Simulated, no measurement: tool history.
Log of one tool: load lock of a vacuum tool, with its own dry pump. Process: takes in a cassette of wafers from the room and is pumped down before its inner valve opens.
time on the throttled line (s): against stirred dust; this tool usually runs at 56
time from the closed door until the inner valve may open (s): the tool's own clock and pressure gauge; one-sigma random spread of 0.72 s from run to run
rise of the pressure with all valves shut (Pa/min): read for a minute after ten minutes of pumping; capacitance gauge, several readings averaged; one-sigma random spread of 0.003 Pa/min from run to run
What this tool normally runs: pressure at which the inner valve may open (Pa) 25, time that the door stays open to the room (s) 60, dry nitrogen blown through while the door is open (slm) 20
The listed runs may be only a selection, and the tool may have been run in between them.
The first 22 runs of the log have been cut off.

run	hour	time on the throttled line (s)	pressure at which the inner valve may open (Pa)	time that the door stays open to the room (s)	dry nitrogen blown through while the door is open (slm)	incoming humidity of the room's air, %	time from the closed door until the inner valve may open (s)	rise of the pressure with all valves shut (Pa/min)
23	4025.1	56	35	177	20	43.1	110.1	0.124
24	4180.1	56	35	177	20	43.7	110.8	0.135
25	4323.4	56	35	177	20	43.4	110.0	0.134
26	4490.6	56	28	212	20	46.2	112.2	0.137
27	4605.6	56	28	212	20	43.0	113.3	0.138
28	4814.4	33	28	232	20	44.9	94.2	0.138
29	5010.4	39	34	97	7	45.1	97.5	0.157
30	5117.4	61	19	196	7	46.0	119.8	0.161
31	5330.9	61	19	196	7	44.1	121.0	0.177
32	5522.4	50	25	60	14	45.2	109.3	0.146
33	5745.2	43	25	60	36	45.1	104.9	0.135
34	5943.6	43	25	60	36	46.6	104.5	0.144
35	6117.5	43	25	60	36	45.1	105.6	0.141
36	6292.7	43	25	60	36	44.3	104.1	0.144
37	6469.4	34	25	223	20	40.8	98.1	0.165
38	6603.3	109	25	60	20	43.8	157.7	0.160

3 options for the next run, each taken on its own from the tool as it stands now. Forecast them:
A	6730.9	109	20	77	20	46.3	?	?
B	6730.9	39	25	114	20	47.4	?	?
C	6730.9	56	19	149	20	47.0	?	?

run	time from the closed door until the inner valve may open (s)	rise of the pressure with all valves shut (Pa/min)
A	161.1	0.159
B	101.1	0.169
C	116.8	0.170
With the hidden condition removed and each run's random variation left untouched, the same runs would have given:
run	time from the closed door until the inner valve may open (s)	rise of the pressure with all valves shut (Pa/min)
A	155.9	0.020
B	94.8	0.027
C	110.8	0.028
